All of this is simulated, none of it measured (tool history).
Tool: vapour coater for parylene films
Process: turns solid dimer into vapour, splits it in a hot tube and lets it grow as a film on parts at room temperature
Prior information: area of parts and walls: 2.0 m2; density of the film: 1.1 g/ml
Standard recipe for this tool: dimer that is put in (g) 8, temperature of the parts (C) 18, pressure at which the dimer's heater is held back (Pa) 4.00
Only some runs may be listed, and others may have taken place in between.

| run | hour | dimer that is put in (g) | temperature of the parts (C) | pressure at which the dimer's heater is held back (Pa) | thickness of the film (um) |
|---|---|---|---|---|---|
| 1 | 0.0 | 8 | 18 | 4.00 | 2.25 |
| 2 | 31.9 | 8 | 18 | 4.00 | 2.24 |
| 3 | 59.0 | 8 | 18 | 4.00 | 2.26 |
| 4 | 92.4 | 8 | 18 | 4.00 | 2.23 |
| 5 | 134.1 | 8 | 18 | 4.00 | 2.22 |
| 6 | 173.9 | 8 | 18 | 4.00 | 2.20 |
| 7 | 204.2 | 8 | 18 | 4.00 | 2.21 |
|  | 247.6 | trap's valve overhauled |
| 8 | 249.5 | 8 | 18 | 4.00 | 2.07 |
| 9 | 275.1 | 5 | 18 | 4.00 | 1.30 |
| 10 | 293.3 | 5 | 18 | 4.00 | 1.31 |
|  | 317.2 | trap's valve overhauled, once more |
| 11 | 333.4 | 11 | 18 | 4.00 | 3.31 |
| 12 | 356.9 | 11 | 18 | 4.00 | 3.31 |
| 13 | 381.0 | 11 | 18 | 4.00 | 3.30 |
| 14 | 412.5 | 11 | 18 | 4.00 | 3.31 |
| 15 | 438.2 | 11 | 19 | 4.00 | 3.20 |
| 16 | 457.7 | 11 | 19 | 4.00 | 3.20 |
| 17 | 479.5 | 9 | 13 | 11.80 | 2.93 |
| 18 | 506.5 | 9 | 13 | 11.80 | 2.93 |
| 19 | 549.8 | 4 | 18 | 2.63 | 1.23 |
| 20 | 585.8 | 4 | 18 | 2.63 | 1.22 |

Forecast run 21:
| 21 | 623.7 | 3 | 18 | 6.27 | ? |

thickness of the film (um): 0.85
Take away the tool's hidden state, keep the run-to-run variation as it was, and the same run would have given thickness of the film (um) 0.87.
